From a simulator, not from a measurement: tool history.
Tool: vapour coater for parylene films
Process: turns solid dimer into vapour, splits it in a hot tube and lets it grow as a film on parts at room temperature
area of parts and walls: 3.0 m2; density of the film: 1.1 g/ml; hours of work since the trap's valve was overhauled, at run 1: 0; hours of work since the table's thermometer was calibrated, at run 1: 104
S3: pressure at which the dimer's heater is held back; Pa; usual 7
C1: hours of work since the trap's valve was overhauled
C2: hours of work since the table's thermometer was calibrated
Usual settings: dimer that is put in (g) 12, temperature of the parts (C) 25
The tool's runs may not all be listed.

{"run": 1, "hour": 0.0, "dimer that is put in (g)": 12, "temperature of the parts (C)": 25, "S3": 7, "C1": 0, "C2": 104, "thickness of the film (µm)": 1.66}
{"run": 2, "hour": 18.7, "dimer that is put in (g)": 12, "temperature of the parts (C)": 25, "S3": 7, "C1": 9, "C2": 113, "thickness of the film (µm)": 1.65}
{"run": 3, "hour": 34.0, "dimer that is put in (g)": 12, "temperature of the parts (C)": 25, "S3": 7, "C1": 17, "C2": 121, "thickness of the film (µm)": 1.65}
{"run": 4, "hour": 50.4, "dimer that is put in (g)": 12, "temperature of the parts (C)": 25, "S3": 7, "C1": 25, "C2": 129, "thickness of the film (µm)": 1.63}
{"run": 5, "hour": 72.2, "dimer that is put in (g)": 12, "temperature of the parts (C)": 25, "S3": 7, "C1": 36, "C2": 140, "thickness of the film (µm)": 1.64}
{"run": 6, "hour": 84.5, "dimer that is put in (g)": 6, "temperature of the parts (C)": 25, "S3": 7, "C1": 42, "C2": 146, "thickness of the film (µm)": 0.83}
{"run": 7, "hour": 106.9, "dimer that is put in (g)": 12, "temperature of the parts (C)": 25, "S3": 7, "C1": 53, "C2": 157, "thickness of the film (µm)": 1.64}
{"run": 8, "hour": 123.6, "dimer that is put in (g)": 12, "temperature of the parts (C)": 25, "S3": 7, "C1": 62, "C2": 165, "thickness of the film (µm)": 1.64}
{"run": 9, "hour": 134.4, "dimer that is put in (g)": 12, "temperature of the parts (C)": 25, "S3": 7, "C1": 67, "C2": 171, "thickness of the film (µm)": 1.62}
{"run": 10, "hour": 143.5, "dimer that is put in (g)": 12, "temperature of the parts (C)": 25, "S3": 7, "C1": 71, "C2": 175, "thickness of the film (µm)": 1.61}
{"run": 11, "hour": 154.2, "dimer that is put in (g)": 12, "temperature of the parts (C)": 25, "S3": 7, "C1": 77, "C2": 181, "thickness of the film (µm)": 1.62}
{"run": 12, "hour": 164.4, "dimer that is put in (g)": 12, "temperature of the parts (C)": 32, "S3": 7, "C1": 82, "C2": 186, "thickness of the film (µm)": 1.4}
{"run": 13, "hour": 183.2, "dimer that is put in (g)": 12, "temperature of the parts (C)": 32, "S3": 7, "C1": 91, "C2": 195, "thickness of the film (µm)": 1.39}
{"run": 14, "hour": 199.6, "dimer that is put in (g)": 12, "temperature of the parts (C)": 32, "S3": 7, "C1": 99, "C2": 203, "thickness of the film (µm)": 1.39}
{"run": 15, "hour": 220.7, "dimer that is put in (g)": 10, "temperature of the parts (C)": 25, "S3": 7, "C1": 110, "C2": 214, "thickness of the film (µm)": 1.36}
{"run": 16, "hour": 236.0, "dimer that is put in (g)": 8, "temperature of the parts (C)": 25, "S3": 7, "C1": 117, "C2": 221, "thickness of the film (µm)": 1.06}
{"run": 17, "hour": 256.4, "dimer that is put in (g)": 8, "temperature of the parts (C)": 25, "S3": 7, "C1": 128, "C2": 231, "thickness of the film (µm)": 1.07}
{"run": 18, "hour": 269.5, "dimer that is put in (g)": 12, "temperature of the parts (C)": 25, "S3": 7, "C1": 134, "C2": 238, "thickness of the film (µm)": 1.58}
{"run": 19, "hour": 284.7, "dimer that is put in (g)": 12, "temperature of the parts (C)": 25, "S3": 7, "C1": 142, "C2": 246, "thickness of the film (µm)": 1.59}
{"run": 20, "hour": 294.0, "dimer that is put in (g)": 12, "temperature of the parts (C)": 25, "S3": 5.95, "C1": 146, "C2": 250, "thickness of the film (µm)": 1.63}
{"run": 21, "hour": 308.0, "dimer that is put in (g)": 12, "temperature of the parts (C)": 23, "S3": 7, "C1": 153, "C2": 257, "thickness of the film (µm)": 1.65}
{"run": 22, "hour": 328.6, "dimer that is put in (g)": 14, "temperature of the parts (C)": 37, "S3": 3.37, "C1": 164, "C2": 267, "thickness of the film (µm)": 1.54}
{"run": 23, "hour": 342.5, "dimer that is put in (g)": 14, "temperature of the parts (C)": 37, "S3": 4.03, "C1": 171, "C2": 274, "thickness of the film (µm)": 1.5}
{"run": 24, "hour": 358.7, "dimer that is put in (g)": 15, "temperature of the parts (C)": 19, "S3": 8.44, "C1": 179, "C2": 282, "thickness of the film (µm)": 2.19}
{"run": 25, "hour": 369.6, "dimer that is put in (g)": 13, "temperature of the parts (C)": 20, "S3": 7, "C1": 184, "C2": 288, "thickness of the film (µm)": 1.92}
{"run": 26, "hour": 387.5, "dimer that is put in (g)": 13, "temperature of the parts (C)": 20, "S3": 7, "C1": 193, "C2": 297, "thickness of the film (µm)": 1.9}
{"run": 27, "hour": 398.3, "dimer that is put in (g)": 15, "temperature of the parts (C)": 20, "S3": 7.48, "C1": 198, "C2": 302, "thickness of the film (µm)": 2.16}
{"run": 28, "hour": 410.2, "dimer that is put in (g)": 15, "temperature of the parts (C)": 20, "S3": 7.48, "C1": 204, "C2": 308, "thickness of the film (µm)": 2.16}
{"run": 29, "hour": 420.0, "dimer that is put in (g)": 15, "temperature of the parts (C)": 20, "S3": 7.48, "C1": 209, "C2": 313, "thickness of the film (µm)": 2.17}
{"run": 30, "hour": 438.0, "dimer that is put in (g)": 5, "temperature of the parts (C)": 26, "S3": 7, "C1": 218, "C2": 322, "thickness of the film (µm)": 0.65}
{"run": 31, "hour": 459.9, "dimer that is put in (g)": 5, "temperature of the parts (C)": 26, "S3": 7, "C1": 229, "C2": 333, "thickness of the film (µm)": 0.64}
{"run": 32, "hour": 475.7, "dimer that is put in (g)": 20, "temperature of the parts (C)": 31, "S3": 2.83, "C1": 237, "C2": 341, "thickness of the film (µm)": 2.49}
{"run": 33, "hour": 487.8, "dimer that is put in (g)": 20, "temperature of the parts (C)": 21, "S3": 2.36, "C1": 243, "C2": 347, "thickness of the film (µm)": 3.17}
{"run": 34, "hour": 508.9, "dimer that is put in (g)": 16, "temperature of the parts (C)": 31, "S3": 8.61, "C1": 253, "C2": 357, "thickness of the film (µm)": 1.75}
{"run": 35, "hour": 519.9, "dimer that is put in (g)": 16, "temperature of the parts (C)": 36, "S3": 3.75, "C1": 259, "C2": 363, "thickness of the film (µm)": 1.7}
{"run": 36, "hour": 542.1, "dimer that is put in (g)": 16, "temperature of the parts (C)": 36, "S3": 3.75, "C1": 270, "C2": 374, "thickness of the film (µm)": 1.71}

4 ways to go on from here, each from the tool as it stands after run 36. What would each give?
{"run": "A", "hour": 555.2, "dimer that is put in (g)": 12, "temperature of the parts (C)": 35, "S3": 2.3, "C1": 276, "C2": 380, "thickness of the film (µm)": "?"}
{"run": "B", "hour": 555.2, "dimer that is put in (g)": 16, "temperature of the parts (C)": 25, "S3": 3.75, "C1": 276, "C2": 380, "thickness of the film (µm)": "?"}
{"run": "C", "hour": 555.2, "dimer that is put in (g)": 7, "temperature of the parts (C)": 24, "S3": 2.03, "C1": 276, "C2": 380, "thickness of the film (µm)": "?"}
{"run": "D", "hour": 555.2, "dimer that is put in (g)": 16, "temperature of the parts (C)": 35, "S3": 3.75, "C1": 276, "C2": 380, "thickness of the film (µm)": "?"}

run=A thickness_of_the_film_(µm)=1.39
run=B thickness_of_the_film_(µm)=2.21
run=C thickness_of_the_film_(µm)=1.06
run=D thickness_of_the_film_(µm)=1.74
Without the tool's hidden state the same runs would have given:
run=A thickness_of_the_film_(µm)=1.51
run=B thickness_of_the_film_(µm)=2.4
run=C thickness_of_the_film_(µm)=1.15
run=D thickness_of_the_film_(µm)=1.89
